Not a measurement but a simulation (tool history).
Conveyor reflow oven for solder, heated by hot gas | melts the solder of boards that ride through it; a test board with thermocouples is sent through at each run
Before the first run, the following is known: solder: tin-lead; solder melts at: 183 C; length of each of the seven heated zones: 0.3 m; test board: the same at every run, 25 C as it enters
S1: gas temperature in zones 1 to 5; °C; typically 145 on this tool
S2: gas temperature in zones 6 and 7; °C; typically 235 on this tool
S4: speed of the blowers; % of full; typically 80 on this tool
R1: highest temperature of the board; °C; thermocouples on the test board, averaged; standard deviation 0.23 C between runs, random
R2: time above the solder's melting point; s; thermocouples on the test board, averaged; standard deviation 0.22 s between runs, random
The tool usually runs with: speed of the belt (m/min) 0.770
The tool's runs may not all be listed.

run 1 hour=0.0 | S1=145 S2=235 speed_of_the_belt_(m/min)=0.770 S4=80 | R1=218.4 R2=37.1
run 2 hour=8.1 | S1=145 S2=235 speed_of_the_belt_(m/min)=0.770 S4=80 | R1=218.4 R2=37.3
run 3 hour=18.2 | S1=140 S2=235 speed_of_the_belt_(m/min)=0.770 S4=80 | R1=217.5 R2=35.7
run 4 hour=25.5 | S1=140 S2=235 speed_of_the_belt_(m/min)=0.770 S4=80 | R1=217.3 R2=34.9
run 5 hour=37.1 | S1=140 S2=235 speed_of_the_belt_(m/min)=0.770 S4=80 | R1=217.3 R2=35.2
run 6 hour=45.7 | S1=156 S2=241 speed_of_the_belt_(m/min)=0.690 S4=80 | R1=228.8 R2=49.0
run 7 hour=54.8 | S1=156 S2=241 speed_of_the_belt_(m/min)=0.690 S4=59 | R1=225.1 R2=47.8
-- hour=60.0 belt drive overhauled, speed set with a stopwatch
run 8 hour=68.8 | S1=148 S2=248 speed_of_the_belt_(m/min)=0.690 S4=66 | R1=231.3 R2=47.5
run 9 hour=77.6 | S1=148 S2=248 speed_of_the_belt_(m/min)=0.690 S4=66 | R1=231.1 R2=47.6
-- hour=91.2 belt drive overhauled, speed set with a stopwatch, once more
run 10 hour=95.3 | S1=148 S2=248 speed_of_the_belt_(m/min)=0.690 S4=66 | R1=230.5 R2=47.1

Here are 4 independent what-if runs from the current tool condition. What would each one return?
run A hour=103.7 | S1=148 S2=225 speed_of_the_belt_(m/min)=0.690 S4=66 | R1=? R2=?
run B hour=103.7 | S1=145 S2=244 speed_of_the_belt_(m/min)=0.904 S4=74 | R1=? R2=?
run C hour=103.7 | S1=148 S2=248 speed_of_the_belt_(m/min)=0.913 S4=60 | R1=? R2=?
run D hour=103.7 | S1=151 S2=232 speed_of_the_belt_(m/min)=0.824 S4=66 | R1=? R2=?

run=A R1=210.6 R2=37.8
run=B R1=218.1 R2=30.5
run=C R1=217.6 R2=30.6
run=D R1=212.1 R2=32.1
With no hidden state in the tool, these same runs would have given:
run=A R1=211.4 R2=38.6
run=B R1=219.7 R2=31.3
run=C R1=219.2 R2=31.4
run=D R1=213.2 R2=33.0
